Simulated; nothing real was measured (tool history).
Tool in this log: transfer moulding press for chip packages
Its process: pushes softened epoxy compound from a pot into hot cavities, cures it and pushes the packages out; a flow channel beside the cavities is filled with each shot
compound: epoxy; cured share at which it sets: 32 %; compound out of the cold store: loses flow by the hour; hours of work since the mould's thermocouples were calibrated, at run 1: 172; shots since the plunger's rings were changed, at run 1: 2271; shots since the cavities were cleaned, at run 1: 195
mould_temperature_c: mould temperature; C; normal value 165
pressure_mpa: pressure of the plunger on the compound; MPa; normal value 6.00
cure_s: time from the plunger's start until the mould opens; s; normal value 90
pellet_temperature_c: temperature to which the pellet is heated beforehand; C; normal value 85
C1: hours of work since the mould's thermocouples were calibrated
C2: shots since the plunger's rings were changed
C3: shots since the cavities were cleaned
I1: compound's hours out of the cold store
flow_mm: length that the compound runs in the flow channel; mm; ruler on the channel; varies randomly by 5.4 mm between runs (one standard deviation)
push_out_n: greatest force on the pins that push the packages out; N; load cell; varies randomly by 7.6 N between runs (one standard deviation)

Run 1, day 0.000: usual settings; C1 172; C2 2271; C3 195; I1 17.7. Result: flow_mm 573 mm, push_out_n 386 N.
Run 2, day 0.717: usual settings; C1 185; C2 2507; C3 431; I1 34.1. Result: flow_mm 517 mm, push_out_n 394 N.
At day 1.417: cavities cleaned with cleaning compound and waxed.
Run 3, day 1.646: usual settings; C1 201; C2 2791; C3 75; I1 22.6. Result: flow_mm 549 mm, push_out_n 338 N.
Run 4, day 2.350: usual settings but cure_s 96 s; C1 214; C2 3022; C3 306; I1 21.0. Result: flow_mm 551 mm, push_out_n 357 N.
At day 3.204: plunger's sealing rings changed.
At day 3.567: cavities cleaned with cleaning compound and waxed.
Run 5, day 3.567: usual settings but cure_s 96 s; C1 234; C2 98; C3 0; I1 28.5. Result: flow_mm 557 mm, push_out_n 303 N.
Run 6, day 4.154: usual settings; C1 244; C2 291; C3 193; I1 40.7. Result: flow_mm 530 mm, push_out_n 382 N.
Run 7, day 4.933: usual settings but pressure_mpa 5.43 MPa; C1 259; C2 546; C3 448; I1 42.2. Result: flow_mm 492 mm, push_out_n 404 N.
At day 5.612: cavities cleaned with cleaning compound and waxed.
Run 8, day 5.775: usual settings but cure_s 76 s; C1 273; C2 801; C3 53; I1 46.3. Result: flow_mm 510 mm, push_out_n 449 N.
Run 9, day 6.917: usual settings; C1 294; C2 1175; C3 427; I1 9.7. Result: flow_mm 612 mm, push_out_n 442 N.
At day 7.650: cavities cleaned with cleaning compound and waxed.
Run 10, day 8.088: usual settings but pressure_mpa 5.13 MPa; C1 314; C2 1538; C3 142; I1 37.8. Result: flow_mm 476 mm, push_out_n 347 N.
Run 11, day 8.883: usual settings but pressure_mpa 5.13 MPa; C1 329; C2 1799; C3 403; I1 28.3. Result: flow_mm 509 mm, push_out_n 410 N.
At day 9.679: cavities cleaned with cleaning compound and waxed.
Run 12, day 9.992: usual settings; C1 348; C2 2142; C3 102; I1 43.8. Result: flow_mm 501 mm, push_out_n 350 N.
Run 13, day 10.867: usual settings; C1 364; C2 2430; C3 390; I1 16.6. Result: flow_mm 578 mm, push_out_n 420 N.
Run 14, day 11.379: usual settings but mould_temperature_c 163 C, pressure_mpa 7.29 MPa; C1 374; C2 2597; C3 557; I1 28.2. Result: flow_mm 593 mm, push_out_n 483 N.
At day 11.708: cavities cleaned with cleaning compound and waxed.
Run 15, day 12.042: usual settings but mould_temperature_c 169 C, pressure_mpa 5.19 MPa, cure_s 122 s, pellet_temperature_c 81 C; C1 385; C2 2794; C3 110; I1 28.2. Result: flow_mm 483 mm, push_out_n 259 N.
Run 16, day 12.725: usual settings but mould_temperature_c 169 C, pressure_mpa 5.19 MPa, cure_s 122 s, pellet_temperature_c 81 C; C1 397; C2 3017; C3 333; I1 32.2. Result: flow_mm 475 mm, push_out_n 311 N.
Run 17, day 13.417: usual settings but mould_temperature_c 171 C, pressure_mpa 7.32 MPa, cure_s 116 s, pellet_temperature_c 77 C; C1 410; C2 3245; C3 561; I1 16.8. Result: flow_mm 611 mm, push_out_n 333 N.
At day 13.629: plunger's sealing rings changed.
At day 13.829: cavities cleaned with cleaning compound and waxed.
Run 18, day 14.246: usual settings but pressure_mpa 6.12 MPa, pellet_temperature_c 78 C; C1 422; C2 182; C3 136; I1 40.0. Result: flow_mm 530 mm, push_out_n 373 N.
Run 19, day 14.971: usual settings but pressure_mpa 6.12 MPa, pellet_temperature_c 78 C; C1 436; C2 419; C3 373; I1 8.1. Result: flow_mm 626 mm, push_out_n 445 N.
At day 15.846: cavities cleaned with cleaning compound and waxed.
Run 20, day 16.021: usual settings but pressure_mpa 6.12 MPa, pellet_temperature_c 78 C; C1 454; C2 743; C3 57; I1 31.0. Result: flow_mm 557 mm, push_out_n 355 N.
Run 21, day 17.225: usual settings but pressure_mpa 6.10 MPa; C1 476; C2 1138; C3 452; I1 38.3. Result: flow_mm 536 mm, push_out_n 410 N.
Run 22, day 17.750: usual settings but pressure_mpa 6.10 MPa, cure_s 73 s; C1 486; C2 1311; C3 625; I1 40.7. Result: flow_mm 519 mm, push_out_n 695 N.
At day 17.875: cavities cleaned with cleaning compound and waxed.
Run 23, day 18.942: usual settings but pressure_mpa 5.81 MPa, cure_s 88 s, pellet_temperature_c 87 C; C1 506; C2 1680; C3 349; I1 19.2. Result: flow_mm 558 mm, push_out_n 433 N.
Run 24, day 19.462: usual settings but pressure_mpa 5.75 MPa; C1 516; C2 1851; C3 520; I1 39.3. Result: flow_mm 501 mm, push_out_n 434 N.
At day 19.925: cavities cleaned with cleaning compound and waxed.
Run 25, day 20.429: usual settings but mould_temperature_c 169 C, pressure_mpa 5.00 MPa, cure_s 84 s, pellet_temperature_c 92 C; C1 533; C2 2147; C3 165; I1 11.8. Result: flow_mm 528 mm, push_out_n 355 N.

Here are 4 independent what-if runs from the current tool condition. What would each one return?
At day 20.750: mould's thermocouples calibrated.
Run A, day 21.654: usual settings but mould_temperature_c 169 C, pressure_mpa 5.00 MPa, cure_s 76 s, pellet_temperature_c 90 C; C1 17; C2 2521; C3 539; I1 42.4. Result: flow_mm ?, push_out_n ?.
At day 20.750: mould's thermocouples calibrated.
Run B, day 21.654: usual settings but mould_temperature_c 168 C; C1 17; C2 2521; C3 539; I1 41.3. Result: flow_mm ?, push_out_n ?.
At day 20.750: mould's thermocouples calibrated.
Run C, day 21.654: usual settings but pressure_mpa 4.62 MPa, pellet_temperature_c 92 C; C1 17; C2 2521; C3 539; I1 10.2. Result: flow_mm ?, push_out_n ?.
At day 20.750: mould's thermocouples calibrated.
Run D, day 21.654: usual settings but mould_temperature_c 163 C, cure_s 72 s; C1 17; C2 2521; C3 539; I1 10.7. Result: flow_mm ?, push_out_n ?.

run  flow_mm  push_out_n
  A      441         440
  B      493         366
  C      516         436
  D      594         899
With no hidden state in the tool, these same runs would have given:
run  flow_mm  push_out_n
  A      465         334
  B      520         279
  C      544         331
  D      626         682
